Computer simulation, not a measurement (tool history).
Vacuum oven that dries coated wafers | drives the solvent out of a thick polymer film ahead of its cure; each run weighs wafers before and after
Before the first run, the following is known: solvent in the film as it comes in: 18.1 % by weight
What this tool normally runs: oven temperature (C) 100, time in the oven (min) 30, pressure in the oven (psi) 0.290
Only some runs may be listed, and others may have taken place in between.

run     day  oven temperature (C)  time in the oven (min)  pressure in the oven (psi)  solvent left in the film (%)
  1   0.000                   100                      30                       0.290                          1.71
  2   0.700                   100                      28                       0.290                          1.79
  3   1.596                   100                      28                       0.290                          1.85
  4   2.308                   100                      28                       0.290                          1.87
  5   3.438                   100                      28                       0.290                          1.88
  6   4.467                   100                      30                       0.290                          1.66
  7   5.600                    87                      30                       0.290                          4.30
  8   6.129                    87                      30                       0.290                          4.39
  9   7.167                   104                      22                       0.297                          1.82
 10   7.692                   114                      22                       0.191                          0.69
 11   8.579                    89                      34                       0.447                          4.25
 12   9.075                    89                      34                       0.447                          4.26
 13   9.638                   105                      34                       0.460                          1.73
 14  10.796                   105                      34                       0.460                          1.72

Run by run, hidden condition taken away, random variation retained:
Hidden state at play: true wafer temperature over the reading, C; true pressure over the reading, kPa; drift of the gauge itself on solvent_pct, %.
run  solvent left in the film (%)
  1                          1.67
  2                          1.74
  3                          1.79
  4                          1.81
  5                          1.82
  6                          1.61
  7                          4.18
  8                          4.27
  9                          1.75
 10                          0.66
 11                          4.12
 12                          4.13
 13                          1.68
 14                          1.67
